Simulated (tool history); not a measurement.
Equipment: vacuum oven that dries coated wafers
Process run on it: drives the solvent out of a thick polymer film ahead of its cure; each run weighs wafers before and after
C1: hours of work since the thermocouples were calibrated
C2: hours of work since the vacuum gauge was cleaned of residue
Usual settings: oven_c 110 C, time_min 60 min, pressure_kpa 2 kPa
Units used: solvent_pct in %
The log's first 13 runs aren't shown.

run 14 hour=1195.5 | oven_c=110 time_min=50 pressure_kpa=2 | C1=68 C2=110 | solvent_pct=3.25
run 15 hour=1281.1 | oven_c=110 time_min=50 pressure_kpa=2 | C1=110 C2=152 | solvent_pct=3.23
run 16 hour=1391.4 | oven_c=110 time_min=50 pressure_kpa=2 | C1=164 C2=206 | solvent_pct=3.27
run 17 hour=1504.5 | oven_c=110 time_min=60 pressure_kpa=2 | C1=220 C2=262 | solvent_pct=2.93
run 18 hour=1556 | oven_c=110 time_min=60 pressure_kpa=2 | C1=245 C2=287 | solvent_pct=2.99
run 19 hour=1635.1 | oven_c=110 time_min=60 pressure_kpa=2 | C1=284 C2=326 | solvent_pct=2.98
run 20 hour=1690.6 | oven_c=110 time_min=60 pressure_kpa=2 | C1=311 C2=353 | solvent_pct=3.04
run 21 hour=1783.7 | oven_c=110 time_min=60 pressure_kpa=2 | C1=357 C2=399 | solvent_pct=3.02
run 22 hour=1856.6 | oven_c=110 time_min=45 pressure_kpa=2 | C1=393 C2=435 | solvent_pct=3.46
run 23 hour=1963.1 | oven_c=110 time_min=60 pressure_kpa=1.17 | C1=445 C2=487 | solvent_pct=2.05
run 24 hour=2035.9 | oven_c=110 time_min=60 pressure_kpa=1.17 | C1=481 C2=523 | solvent_pct=2.02
run 25 hour=2120.5 | oven_c=96 time_min=105 pressure_kpa=7.73 | C1=522 C2=564 | solvent_pct=13.21
run 26 hour=2201.3 | oven_c=110 time_min=65 pressure_kpa=2 | C1=562 C2=604 | solvent_pct=3.06
run 27 hour=2251.5 | oven_c=110 time_min=31 pressure_kpa=1.23 | C1=587 C2=629 | solvent_pct=3.52
run 28 hour=2345.2 | oven_c=110 time_min=60 pressure_kpa=1.69 | C1=633 C2=675 | solvent_pct=2.76

For run 29, what comes out?
run 29 hour=2458.6 | oven_c=110 time_min=60 pressure_kpa=1.69 | C1=688 C2=730 | solvent_pct=?

solvent_pct: 2.83 %
With no hidden state in the tool, this same run would have given solvent_pct 2.54 %.

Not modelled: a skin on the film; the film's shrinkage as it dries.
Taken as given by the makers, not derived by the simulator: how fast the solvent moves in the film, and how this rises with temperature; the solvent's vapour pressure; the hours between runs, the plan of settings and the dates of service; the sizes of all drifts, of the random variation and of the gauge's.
